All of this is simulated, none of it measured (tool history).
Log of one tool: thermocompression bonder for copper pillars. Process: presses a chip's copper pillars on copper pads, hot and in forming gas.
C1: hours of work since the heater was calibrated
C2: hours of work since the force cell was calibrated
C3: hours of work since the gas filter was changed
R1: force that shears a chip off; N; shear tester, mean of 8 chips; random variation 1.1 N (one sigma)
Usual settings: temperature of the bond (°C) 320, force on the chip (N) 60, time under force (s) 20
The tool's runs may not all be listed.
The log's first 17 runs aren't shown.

Run 18, hour 1205: usual settings; C1 300; C2 402; C3 333. Result: R1 99.8 N.
At hour 1218.1: forming gas filter changed.
Run 19, hour 1261.8: usual settings; C1 339; C2 440; C3 30. Result: R1 99.1 N.
Run 20, hour 1335: usual settings; C1 389; C2 490; C3 80. Result: R1 102.3 N.
Run 21, hour 1431.8: usual settings; C1 455; C2 557; C3 146. Result: R1 98.7 N.
Run 22, hour 1485.5: usual settings; C1 492; C2 594; C3 183. Result: R1 99.2 N.
Run 23, hour 1583.1: usual settings but temperature of the bond (°C) 322, force on the chip (N) 69, time under force (s) 26; C1 559; C2 660; C3 250. Result: R1 114.2 N.
Run 24, hour 1635.3: usual settings but temperature of the bond (°C) 322, force on the chip (N) 69, time under force (s) 26; C1 595; C2 696; C3 286. Result: R1 116.5 N.
Run 25, hour 1712.5: usual settings but temperature of the bond (°C) 343, force on the chip (N) 44, time under force (s) 48; C1 648; C2 749; C3 339. Result: R1 124.1 N.
At hour 1718.1: forming gas filter changed.
Run 26, hour 1806.1: usual settings but temperature of the bond (°C) 343, force on the chip (N) 44, time under force (s) 48; C1 711; C2 813; C3 60. Result: R1 126.1 N.
At hour 1827.8: heater calibrated with a thermocouple chip.
Run 27, hour 1880.1: usual settings but force on the chip (N) 81; C1 36; C2 862; C3 110. Result: R1 114 N.
Run 28, hour 1934.7: usual settings but temperature of the bond (°C) 294, force on the chip (N) 40, time under force (s) 29; C1 73; C2 900; C3 147. Result: R1 68.8 N.
Run 29, hour 1980.1: usual settings but temperature of the bond (°C) 313, force on the chip (N) 46; C1 104; C2 931; C3 178. Result: R1 81.1 N.
Run 30, hour 2073.4: usual settings but temperature of the bond (°C) 332, time under force (s) 11; C1 168; C2 995; C3 242. Result: R1 92.7 N.
Run 31, hour 2114.8: usual settings but temperature of the bond (°C) 332, time under force (s) 11; C1 197; C2 1023; C3 270. Result: R1 89.9 N.
Run 32, hour 2163: usual settings but force on the chip (N) 44, time under force (s) 30; C1 230; C2 1056; C3 303. Result: R1 94.2 N.
Run 33, hour 2208.4: usual settings but temperature of the bond (°C) 307, force on the chip (N) 69, time under force (s) 48; C1 261; C2 1087; C3 335. Result: R1 120.6 N.
At hour 2218.7: forming gas filter changed.
Run 34, hour 2283.5: usual settings but temperature of the bond (°C) 307, force on the chip (N) 69, time under force (s) 48; C1 312; C2 1138; C3 44. Result: R1 122.6 N.

Forecast run 35:
Run 35, hour 2347.8: usual settings but temperature of the bond (°C) 336, force on the chip (N) 69, time under force (s) 19; C1 356; C2 1182; C3 88. Result: R1 ?.

R1: 118.5 N
Without the tool's hidden state the same run would have given R1 118.7 N.
